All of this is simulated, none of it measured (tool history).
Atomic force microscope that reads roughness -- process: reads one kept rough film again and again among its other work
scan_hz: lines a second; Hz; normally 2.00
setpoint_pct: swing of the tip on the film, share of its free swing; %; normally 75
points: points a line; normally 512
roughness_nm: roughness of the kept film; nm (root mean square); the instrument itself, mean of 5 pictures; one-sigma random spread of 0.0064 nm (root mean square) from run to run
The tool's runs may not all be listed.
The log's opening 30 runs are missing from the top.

run	hour	scan_hz	setpoint_pct	points	roughness_nm
31	643.0	2.00	75	266	1.129
# hour 645.8: new tip fitted
32	660.2	2.04	75	842	1.218
33	677.0	2.00	89	1005	1.033
# hour 683.8: new tip fitted
34	694.1	2.00	89	316	1.093
35	707.7	3.19	84	634	1.011
# hour 724.1: new tip fitted
36	729.2	2.54	60	368	1.308
37	752.1	2.52	84	368	1.049
# hour 762.4: new tip fitted
38	773.7	1.85	80	542	1.207
39	797.1	3.75	64	357	1.146
# hour 801.0: new tip fitted
40	820.1	1.95	63	761	1.268
# hour 839.6: new tip fitted
41	844.3	1.95	63	761	1.323
42	857.9	1.23	75	512	1.259
# hour 877.9: new tip fitted
43	884.2	0.96	77	1011	1.301

Forecast each of these 3 alternatives for the next run:
A	899.7	1.29	75	512	?
B	899.7	0.73	76	489	?
C	899.7	2.75	88	1011	?

run	roughness_nm
A	1.224
B	1.258
C	1.012
Without the tool's hidden state the same runs would have given:
run	roughness_nm
A	1.308
B	1.344
C	1.081
